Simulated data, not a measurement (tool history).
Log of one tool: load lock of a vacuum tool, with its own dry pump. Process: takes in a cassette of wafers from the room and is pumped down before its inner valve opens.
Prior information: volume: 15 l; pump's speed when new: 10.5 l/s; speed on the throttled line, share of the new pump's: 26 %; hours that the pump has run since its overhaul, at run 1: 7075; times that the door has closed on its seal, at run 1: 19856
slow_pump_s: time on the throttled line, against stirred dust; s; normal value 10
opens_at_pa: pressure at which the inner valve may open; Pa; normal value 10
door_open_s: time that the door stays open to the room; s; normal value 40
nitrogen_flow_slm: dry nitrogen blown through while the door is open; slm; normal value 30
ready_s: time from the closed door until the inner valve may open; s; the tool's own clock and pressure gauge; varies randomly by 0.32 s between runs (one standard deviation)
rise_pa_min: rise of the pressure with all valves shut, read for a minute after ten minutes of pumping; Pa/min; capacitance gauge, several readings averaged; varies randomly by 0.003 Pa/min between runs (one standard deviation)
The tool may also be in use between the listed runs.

run    hour  slow_pump_s  opens_at_pa  door_open_s  nitrogen_flow_slm  hours that the pump has run since its overhaul  times that the door has closed on its seal  incoming humidity of the room's air, %  ready_s  rise_pa_min
  1       0           10           10           40                 30                                            7075                                       19856                                    44.9     20.8        0.026
  2    75.1           10           10           40                 30                                            7150                                       20000                                    46.7     20.5        0.026
  3   174.4           10           10          121                 30                                            7249                                       20189                                    44.4     20.1        0.044
  4   298.8           10           10          121                 30                                            7374                                       20427                                    43.9     20.5        0.039
  5   437.9           10           10           40                 30                                            7513                                       20692                                    43.9     20.5        0.031
  6   576.1           10           10           40                 30                                            7651                                       20956                                    42.4     20.4        0.022
  7   659.5           10           10           40                 30                                            7734                                       21115                                    43.1       21        0.028
  8   779.5           10           10           40                 37                                            7854                                       21344                                    41.3     20.5         0.02
  9   917.9           10           10           40                  4                                            7993                                       21608                                    44.2     20.5         0.05
 10  1019.4           10           10           40                  4                                            8094                                       21802                                    45.2     20.2        0.045
 11  1113.5           10           10           40                  6                                            8188                                       21982                                    45.4     20.4        0.052
 12  1243.5           10           19           40                  6                                            8318                                       22230                                    45.6     19.8        0.045
 13  1360.6           10           10           40                 30                                            8435                                       22454                                    47.1     20.8        0.032
 14  1436.7           10           10           40                 30                                            8511                                       22599                                    46.4     20.9        0.035
 15  1594.9           10           10           40                 30                                            8670                                       22901                                    46.6     20.7        0.027
 16    1699            8           10           40                 30                                            8774                                       23100                                    45.3     19.5        0.023
 17  1828.5            8           10           40                 30                                            8903                                       23347                                      45     19.3        0.027
 18  1974.8            8           10           40                 30                                            9050                                       23626                                    41.8       19        0.023
 19  2111.7            6           11           39                 13                                            9186                                       23888                                    44.5     17.9        0.039
 20  2286.5            6           11           39                 13                                            9361                                       24221                                    45.3     17.3        0.043
       2371  -- door's seal changed, seat wiped
 21  2429.6            6           11           39                 13                                            9503                                         112                                    43.8     17.7        0.038
 22  2577.1           10           10           32                 30                                            9650                                         393                                      43       21        0.019

For run 23, what comes out?
 23  2747.6           10           10           32                 30                                            9821                                         719                                    43.2        ?            ?

ready_s: 20.8 s
rise_pa_min: 0.02 Pa/min
Had the tool carried no hidden state, the very same run would have given ready_s 20.8 s, rise_pa_min 0.02 Pa/min.
